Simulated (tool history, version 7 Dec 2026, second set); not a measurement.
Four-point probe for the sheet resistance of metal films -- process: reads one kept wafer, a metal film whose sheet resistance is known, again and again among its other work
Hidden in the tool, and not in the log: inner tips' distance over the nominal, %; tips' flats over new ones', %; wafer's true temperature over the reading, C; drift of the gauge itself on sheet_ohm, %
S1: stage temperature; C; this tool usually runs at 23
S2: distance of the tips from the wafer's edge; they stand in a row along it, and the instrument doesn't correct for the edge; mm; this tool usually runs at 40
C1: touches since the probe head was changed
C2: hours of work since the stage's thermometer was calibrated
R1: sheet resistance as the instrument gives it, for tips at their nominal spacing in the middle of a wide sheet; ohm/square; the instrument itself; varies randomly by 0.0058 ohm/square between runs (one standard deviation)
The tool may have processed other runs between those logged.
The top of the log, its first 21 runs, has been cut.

Run 22, hour 294.7: usual settings; C1 20950; C2 530. Result: R1 29.174565 ohm/square.
Run 23, hour 306.2: usual settings; C1 21337; C2 539. Result: R1 29.187129 ohm/square.
Run 24, hour 322.5: usual settings but S2 47 mm; C1 21890; C2 552. Result: R1 29.176172 ohm/square.
Run 25, hour 341.2: usual settings but S2 47 mm; C1 22523; C2 567. Result: R1 29.169983 ohm/square.
Run 26, hour 357.4: usual settings but S1 19 C, S2 15 mm; C1 23072; C2 580. Result: R1 29.189923 ohm/square.
Run 27, hour 372.5: usual settings but S1 33 C, S2 69 mm; C1 23582; C2 591. Result: R1 29.17072 ohm/square.
Run 28, hour 387.7: usual settings but S1 26 C, S2 68 mm; C1 24095; C2 603. Result: R1 29.174384 ohm/square.
Run 29, hour 404.5: usual settings but S1 26 C, S2 68 mm; C1 24666; C2 616. Result: R1 29.160475 ohm/square.
Run 30, hour 412.9: usual settings but S1 26 C, S2 68 mm; C1 24948; C2 623. Result: R1 29.161633 ohm/square.
Run 31, hour 424: usual settings but S1 26 C; C1 25324; C2 632. Result: R1 29.176491 ohm/square.
Run 32, hour 433.8: usual settings but S1 25 C, S2 42 mm; C1 25658; C2 639. Result: R1 29.160789 ohm/square.
Run 33, hour 445.8: usual settings but S1 24 C, S2 6 mm; C1 26064; C2 649. Result: R1 29.278805 ohm/square.
Run 34, hour 455.2: usual settings but S1 35 C, S2 5 mm; C1 26379; C2 656. Result: R1 29.324788 ohm/square.
Run 35, hour 469.4: usual settings but S1 35 C, S2 56 mm; C1 26860; C2 667. Result: R1 29.159538 ohm/square.
Run 36, hour 481.1: usual settings but S1 35 C, S2 56 mm; C1 27256; C2 676. Result: R1 29.150311 ohm/square.
Run 37, hour 489.7: usual settings but S1 24 C, S2 58 mm; C1 27547; C2 683. Result: R1 29.162069 ohm/square.

What does the tool deliver on the next run?
Run 38, hour 506.5: usual settings but S1 18 C, S2 56 mm; C1 28117; C2 696. Result: R1 ?.

Run 38 measured R1 29.168255 ohm/square.
With no hidden state in the tool, this same run would have given R1 29.123513 ohm/square.

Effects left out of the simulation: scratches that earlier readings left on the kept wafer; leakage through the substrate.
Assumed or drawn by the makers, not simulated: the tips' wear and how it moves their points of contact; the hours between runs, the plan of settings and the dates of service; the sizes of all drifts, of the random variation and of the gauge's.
